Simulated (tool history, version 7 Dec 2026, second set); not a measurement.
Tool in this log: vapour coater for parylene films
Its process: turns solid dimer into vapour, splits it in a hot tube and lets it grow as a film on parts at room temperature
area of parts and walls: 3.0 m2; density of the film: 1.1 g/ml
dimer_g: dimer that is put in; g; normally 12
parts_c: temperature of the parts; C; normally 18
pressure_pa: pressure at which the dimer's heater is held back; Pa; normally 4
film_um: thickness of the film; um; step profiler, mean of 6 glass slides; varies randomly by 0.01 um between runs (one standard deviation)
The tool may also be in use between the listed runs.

run	day	dimer_g	parts_c	pressure_pa	film_um
1	0	12	18	4	2.05
2	3.333	12	18	4	2.07
# day 6.496: trap's valve overhauled
3	6.496	12	18	4	2.06
4	8.846	12	18	4	2.08
5	11.079	12	18	4	2.07
6	13.392	12	14	2.28	2.53
7	15.242	12	14	11.22	2.3
8	18.446	7	13	2.68	1.52
9	20.158	10	12	4	2.23
10	23.383	8	14	3.33	1.66

Below are 4 alternative next runs, each starting from the tool's condition after run 10. Predict each:
# day 24.146: trap's valve overhauled
A	27.158	14	12	5.73	?
# day 24.146: trap's valve overhauled
B	27.158	11	25	11.95	?
# day 24.146: trap's valve overhauled
C	27.158	15	18	4	?
# day 24.146: trap's valve overhauled
D	27.158	8	14	4.63	?

run	film_um
A	3.05
B	1.36
C	2.61
D	1.63
The same runs, with their run-to-run variation unchanged, on a tool lacking any hidden condition would have given:
run	film_um
A	2.99
B	1.34
C	2.57
D	1.6
